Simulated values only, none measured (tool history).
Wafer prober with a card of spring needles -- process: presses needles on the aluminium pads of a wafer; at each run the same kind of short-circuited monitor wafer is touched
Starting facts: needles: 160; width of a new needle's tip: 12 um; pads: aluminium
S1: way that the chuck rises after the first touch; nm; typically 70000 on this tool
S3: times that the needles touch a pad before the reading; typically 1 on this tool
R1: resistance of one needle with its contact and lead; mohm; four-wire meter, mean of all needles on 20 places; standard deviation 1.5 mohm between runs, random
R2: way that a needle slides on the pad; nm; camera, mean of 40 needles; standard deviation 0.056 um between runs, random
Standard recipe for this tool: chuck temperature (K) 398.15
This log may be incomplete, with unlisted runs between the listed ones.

Run 1, hour 0: usual settings. Result: R1 139 mohm, R2 19530 nm.
At hour 11: tips cleaned on abrasive film.
At hour 24.6: tips cleaned on abrasive film.
Run 2, hour 26: usual settings. Result: R1 140 mohm, R2 19510 nm.
At hour 36.9: tips cleaned on abrasive film.
At hour 47.9: tips cleaned on abrasive film.
At hour 58.8: tips cleaned on abrasive film.
At hour 72.5: tips cleaned on abrasive film.
Run 3, hour 83: usual settings. Result: R1 139 mohm, R2 19540 nm.
At hour 85.8: tips cleaned on abrasive film.
At hour 99.5: tips cleaned on abrasive film.
At hour 113.2: tips cleaned on abrasive film.
At hour 124.2: tips cleaned on abrasive film.
At hour 135.1: tips cleaned on abrasive film.
Run 4, hour 138.4: usual settings. Result: R1 138 mohm, R2 19570 nm.
At hour 146.7: tips cleaned on abrasive film.
At hour 160.3: tips cleaned on abrasive film.
Run 5, hour 164: usual settings. Result: R1 143 mohm, R2 19410 nm.
At hour 172.2: tips cleaned on abrasive film.
At hour 183.2: tips cleaned on abrasive film.
At hour 196.9: tips cleaned on abrasive film.
Run 6, hour 200.5: usual settings but chuck temperature (K) 304.15. Result: R1 125 mohm, R2 19470 nm.
At hour 208.8: tips cleaned on abrasive film.
At hour 219.8: tips cleaned on abrasive film.
At hour 233.5: tips cleaned on abrasive film.
Run 7, hour 238.1: usual settings but chuck temperature (K) 304.15. Result: R1 127 mohm, R2 19430 nm.
At hour 246.4: tips cleaned on abrasive film.
At hour 257.3: tips cleaned on abrasive film.
At hour 271: tips cleaned on abrasive film.
Run 8, hour 277.6: usual settings but S1 81000 nm, S3 2. Result: R1 138 mohm, R2 22470 nm.
At hour 283.1: tips cleaned on abrasive film.
At hour 296.8: tips cleaned on abrasive film.
At hour 307.7: tips cleaned on abrasive film.
At hour 321.4: tips cleaned on abrasive film.
Run 9, hour 330.5: usual settings but S1 81000 nm, S3 2. Result: R1 139 mohm, R2 22570 nm.
At hour 333.3: tips cleaned on abrasive film.
At hour 344.3: tips cleaned on abrasive film.
At hour 357.9: tips cleaned on abrasive film.
At hour 368.8: tips cleaned on abrasive film.
Run 10, hour 374.8: usual settings but S1 60000 nm, S3 3. Result: R1 141 mohm, R2 16660 nm.
At hour 380.4: tips cleaned on abrasive film.
At hour 394: tips cleaned on abrasive film.
Run 11, hour 403.3: usual settings but S1 56000 nm, chuck temperature (K) 346.15. Result: R1 135 mohm, R2 15630 nm.
At hour 406.1: tips cleaned on abrasive film.
At hour 417.1: tips cleaned on abrasive film.
At hour 430.7: tips cleaned on abrasive film.
At hour 444.2: tips cleaned on abrasive film.
Run 12, hour 447.4: usual settings but chuck temperature (K) 370.15. Result: R1 136 mohm, R2 19380 nm.
At hour 453.1: height of the first contact set anew.
At hour 455.9: tips cleaned on abrasive film.
At hour 469.6: tips cleaned on abrasive film.
At hour 480.6: tips cleaned on abrasive film.
Run 13, hour 490: usual settings but S1 66000 nm, chuck temperature (K) 382.15. Result: R1 139 mohm, R2 18260 nm.
At hour 492.8: tips cleaned on abrasive film.
At hour 506.5: tips cleaned on abrasive film.
At hour 520.2: tips cleaned on abrasive film.
Run 14, hour 527.4: usual settings but S1 61000 nm. Result: R1 140 mohm, R2 16890 nm.

Consider 5 possible next runs. They are alternatives, not a sequence: every one starts from the tool as it was left by run 14. What does each give?
At hour 532.9: tips cleaned on abrasive film.
At hour 543.9: tips cleaned on abrasive film.
At hour 554.9: tips cleaned on abrasive film.
At hour 566.2: tips cleaned on abrasive film.
Run A, hour 566.2: usual settings but S1 82000 nm, chuck temperature (K) 329.15. Result: R1 ?, R2 ?.
At hour 532.9: tips cleaned on abrasive film.
At hour 543.9: tips cleaned on abrasive film.
At hour 554.9: tips cleaned on abrasive film.
At hour 566.2: tips cleaned on abrasive film.
Run B, hour 566.2: usual settings but S1 67000 nm, chuck temperature (K) 397.15. Result: R1 ?, R2 ?.
At hour 532.9: tips cleaned on abrasive film.
At hour 543.9: tips cleaned on abrasive film.
At hour 554.9: tips cleaned on abrasive film.
At hour 566.2: tips cleaned on abrasive film.
Run C, hour 566.2: usual settings but S1 61000 nm, chuck temperature (K) 345.15. Result: R1 ?, R2 ?.
At hour 532.9: tips cleaned on abrasive film.
At hour 543.9: tips cleaned on abrasive film.
At hour 554.9: tips cleaned on abrasive film.
At hour 566.2: tips cleaned on abrasive film.
Run D, hour 566.2: usual settings but chuck temperature (K) 328.15, S3 2. Result: R1 ?, R2 ?.
At hour 532.9: tips cleaned on abrasive film.
At hour 543.9: tips cleaned on abrasive film.
At hour 554.9: tips cleaned on abrasive film.
At hour 566.2: tips cleaned on abrasive film.
Run E, hour 566.2: usual settings but S1 82000 nm. Result: R1 ?, R2 ?.

run   R1     R2
  A  129  22660
  B  141  18540
  C  134  16950
  D  130  19300
  E  141  22740
With the hidden condition removed and each run's random variation left untouched, the same runs would have given:
run   R1     R2
  A  129  22920
  B  141  18750
  C  134  17150
  D  130  19530
  E  141  23000

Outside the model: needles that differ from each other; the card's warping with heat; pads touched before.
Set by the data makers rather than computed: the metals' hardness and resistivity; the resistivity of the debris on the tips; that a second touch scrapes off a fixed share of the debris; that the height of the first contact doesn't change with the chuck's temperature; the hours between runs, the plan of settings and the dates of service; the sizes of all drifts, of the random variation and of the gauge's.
